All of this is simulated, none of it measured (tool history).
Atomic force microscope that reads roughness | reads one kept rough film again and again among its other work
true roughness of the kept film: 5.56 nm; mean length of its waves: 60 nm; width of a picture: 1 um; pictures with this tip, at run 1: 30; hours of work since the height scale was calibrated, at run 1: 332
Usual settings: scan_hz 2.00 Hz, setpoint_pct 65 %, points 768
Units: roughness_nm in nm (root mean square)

| run | hour | scan_hz | setpoint_pct | points | pictures with this tip | hours of work since the height scale was calibrated | roughness_nm |
|---|---|---|---|---|---|---|---|
| 1 | 0.0 | 2.00 | 65 | 768 | 30 | 332 | 5.043 |
| 2 | 13.8 | 2.00 | 65 | 584 | 46 | 339 | 5.057 |
| 3 | 28.0 | 2.00 | 65 | 584 | 63 | 345 | 5.025 |
| 4 | 48.1 | 2.00 | 65 | 584 | 86 | 355 | 4.947 |
| 5 | 58.0 | 2.00 | 65 | 584 | 98 | 360 | 4.958 |
| 6 | 79.9 | 2.00 | 65 | 584 | 124 | 370 | 4.953 |
| 7 | 89.9 | 2.00 | 65 | 584 | 136 | 375 | 4.940 |
| 8 | 108.4 | 2.00 | 65 | 768 | 158 | 384 | 4.944 |
| 9 | 120.1 | 2.00 | 65 | 444 | 171 | 390 | 4.921 |
| 10 | 139.5 | 2.00 | 65 | 444 | 194 | 399 | 4.852 |
| 11 | 159.0 | 2.00 | 65 | 338 | 217 | 408 | 4.843 |
| 12 | 175.9 | 2.00 | 65 | 338 | 237 | 416 | 4.794 |
| 13 | 195.8 | 1.41 | 57 | 528 | 261 | 426 | 4.918 |
| 14 | 216.9 | 0.84 | 57 | 637 | 286 | 436 | 4.912 |
| 15 | 230.8 | 0.84 | 57 | 637 | 302 | 443 | 4.878 |
| 16 | 240.8 | 1.09 | 79 | 308 | 314 | 447 | 4.695 |
| 17 | 252.1 | 1.09 | 79 | 308 | 327 | 453 | 4.701 |
|  | 268.2 | new tip fitted |
| 18 | 272.1 | 2.52 | 61 | 683 | 4 | 462 | 5.077 |
| 19 | 293.1 | 3.77 | 57 | 293 | 29 | 472 | 5.025 |
| 20 | 313.6 | 2.53 | 76 | 305 | 53 | 482 | 4.774 |

Forecast each of these 5 alternatives for the next run:
| A | 332.4 | 2.53 | 88 | 305 | 75 | 491 | ? |
| B | 332.4 | 0.77 | 65 | 307 | 75 | 491 | ? |
| C | 332.4 | 0.88 | 65 | 279 | 75 | 491 | ? |
| D | 332.4 | 2.63 | 76 | 305 | 75 | 491 | ? |
| E | 332.4 | 1.06 | 57 | 421 | 75 | 491 | ? |

| run | roughness_nm |
|---|---|
| A | 4.445 |
| B | 5.115 |
| C | 5.118 |
| D | 4.716 |
| E | 5.137 |
Without the tool's hidden state the same runs would have given:
| run | roughness_nm |
|---|---|
| A | 4.558 |
| B | 5.245 |
| C | 5.248 |
| D | 4.836 |
| E | 5.267 |
